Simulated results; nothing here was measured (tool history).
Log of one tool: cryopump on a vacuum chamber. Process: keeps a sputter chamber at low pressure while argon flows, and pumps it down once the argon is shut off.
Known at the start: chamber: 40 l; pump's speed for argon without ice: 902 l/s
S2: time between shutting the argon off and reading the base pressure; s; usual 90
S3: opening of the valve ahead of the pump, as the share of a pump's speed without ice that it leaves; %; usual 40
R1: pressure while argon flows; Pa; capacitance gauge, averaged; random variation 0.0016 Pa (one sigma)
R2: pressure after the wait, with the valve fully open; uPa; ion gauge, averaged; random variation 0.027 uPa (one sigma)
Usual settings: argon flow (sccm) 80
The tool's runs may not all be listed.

Run 1, hour 0.0: usual settings. Result: R1 0.4144 Pa, R2 4.90 uPa.
At hour 89.2: leaking fittings of the chamber tightened, without venting.
Run 2, hour 131.2: usual settings but argon flow (sccm) 83. Result: R1 0.4389 Pa, R2 1.47 uPa.
Run 3, hour 195.4: usual settings but argon flow (sccm) 83, S3 21 %. Result: R1 0.7851 Pa, R2 1.56 uPa.
Run 4, hour 282.8: usual settings. Result: R1 0.4248 Pa, R2 1.76 uPa.
Run 5, hour 355.9: usual settings. Result: R1 0.4332 Pa, R2 1.91 uPa.
At hour 409.1: pump warmed up, emptied and cooled again.
Run 6, hour 470.5: usual settings. Result: R1 0.3801 Pa, R2 1.76 uPa.
Run 7, hour 528.9: usual settings. Result: R1 0.3838 Pa, R2 1.93 uPa.
Run 8, hour 626.7: usual settings. Result: R1 0.3881 Pa, R2 2.11 uPa.
Run 9, hour 720.8: usual settings but argon flow (sccm) 75. Result: R1 0.3654 Pa, R2 2.28 uPa.
Run 10, hour 806.7: usual settings but argon flow (sccm) 70. Result: R1 0.3419 Pa, R2 2.36 uPa.
Run 11, hour 881.3: usual settings. Result: R1 0.3956 Pa, R2 2.52 uPa.
Run 12, hour 944.2: usual settings but argon flow (sccm) 42. Result: R1 0.2096 Pa, R2 2.61 uPa.
Run 13, hour 1027.3: usual settings but argon flow (sccm) 111. Result: R1 0.5609 Pa, R2 2.84 uPa.
Run 14, hour 1128.5: usual settings but S2 113 s. Result: R1 0.4067 Pa, R2 2.89 uPa.
Run 15, hour 1258.1: usual settings but S2 113 s. Result: R1 0.4145 Pa, R2 3.06 uPa.
Run 16, hour 1334.7: usual settings but S2 113 s. Result: R1 0.4153 Pa, R2 3.31 uPa.
Run 17, hour 1447.7: usual settings but S2 113 s, S3 54 %. Result: R1 0.3260 Pa, R2 3.59 uPa.
Run 18, hour 1558.1: usual settings but S2 113 s, S3 54 %. Result: R1 0.3307 Pa, R2 3.66 uPa.
Run 19, hour 1632.9: usual settings but argon flow (sccm) 87, S2 113 s, S3 30 %. Result: R1 0.6031 Pa, R2 3.95 uPa.
Run 20, hour 1696.5: usual settings but argon flow (sccm) 103, S2 25 s, S3 27 %. Result: R1 0.7971 Pa, R2 6.70 uPa.
At hour 1734.5: pump warmed up, emptied and cooled again.
Run 21, hour 1769.2: usual settings but argon flow (sccm) 103, S2 150 s, S3 32 %. Result: R1 0.6047 Pa, R2 3.18 uPa.
Run 22, hour 1866.5: usual settings but argon flow (sccm) 103, S2 150 s, S3 32 %. Result: R1 0.6160 Pa, R2 3.35 uPa.
Run 23, hour 1958.6: usual settings but argon flow (sccm) 33, S2 20 s, S3 34 %. Result: R1 0.1883 Pa, R2 7.08 uPa.
Run 24, hour 2089.3: usual settings but argon flow (sccm) 33, S2 20 s, S3 34 %. Result: R1 0.1895 Pa, R2 7.41 uPa.
Run 25, hour 2151.3: usual settings but argon flow (sccm) 43, S2 68 s. Result: R1 0.2129 Pa, R2 4.65 uPa.
Run 26, hour 2235.5: usual settings but argon flow (sccm) 56, S2 68 s, S3 17 %. Result: R1 0.6317 Pa, R2 4.83 uPa.
Run 27, hour 2345.6: usual settings but argon flow (sccm) 56, S2 29 s, S3 17 %. Result: R1 0.6418 Pa, R2 6.62 uPa.
At hour 2375.5: leaking fittings of the chamber tightened, without venting.
Run 28, hour 2456.3: usual settings but argon flow (sccm) 56, S2 29 s, S3 17 %. Result: R1 0.6420 Pa, R2 3.39 uPa.
Run 29, hour 2527.4: usual settings but argon flow (sccm) 56, S2 29 s, S3 17 %. Result: R1 0.6413 Pa, R2 3.45 uPa.
Run 30, hour 2586.5: usual settings but argon flow (sccm) 88, S2 55 s, S3 37 %. Result: R1 0.4895 Pa, R2 2.36 uPa.
Run 31, hour 2715.6: usual settings but argon flow (sccm) 88, S2 55 s, S3 37 %. Result: R1 0.4937 Pa, R2 2.49 uPa.
Run 32, hour 2821.2: usual settings but argon flow (sccm) 95, S2 166 s, S3 58 %. Result: R1 0.3663 Pa, R2 1.71 uPa.
Run 33, hour 2904.6: usual settings but argon flow (sccm) 122, S2 20 s, S3 58 %. Result: R1 0.4790 Pa, R2 5.61 uPa.
Run 34, hour 2960.0: usual settings but argon flow (sccm) 34, S2 78 s, S3 31 %. Result: R1 0.2302 Pa, R2 2.56 uPa.
At hour 3064.5: pump warmed up, emptied and cooled again.
Run 35, hour 3064.5: usual settings but argon flow (sccm) 34, S2 78 s, S3 28 %. Result: R1 0.2306 Pa, R2 2.39 uPa.

Some steps in R1 between neighbouring runs. How much of each would the tool show without its hidden state too (settings, what came in, random variation), and how much is left for the hidden state, with any gauge scatter that isn't in both results?
The hidden state here: pump's speed, % of a pump's without ice; cold plate's temperature, K; leak into the chamber, uPa l/s; drift of the gauge itself on working_pa, %; drift of the gauge itself on base_upa, %.
Run 3 -> 4: argon flow (sccm) 83 -> 80, S3 21 -> 40. R1 -0.3603 Pa: hidden state +0.0028, all else -0.3631.
Run 5 -> 6: pump warmed up, emptied and cooled again. R1 -0.0531 Pa: hidden state -0.0501, all else -0.0030.
Run 20 -> 21: S2 25 -> 150, S3 27 -> 32, pump warmed up, emptied and cooled again. R1 -0.1924 Pa: hidden state -0.0695, all else -0.1229.
Run 22 -> 23: argon flow (sccm) 103 -> 33, S2 150 -> 20, S3 32 -> 34. R1 -0.4277 Pa: hidden state -0.0076, all else -0.4201.
Run 25 -> 26: argon flow (sccm) 43 -> 56, S3 40 -> 17. R1 +0.4188 Pa: hidden state +0.0055, all else +0.4133.
Run 33 -> 34: argon flow (sccm) 122 -> 34, S2 20 -> 78, S3 58 -> 31. R1 -0.2488 Pa: hidden state -0.0594, all else -0.1894.
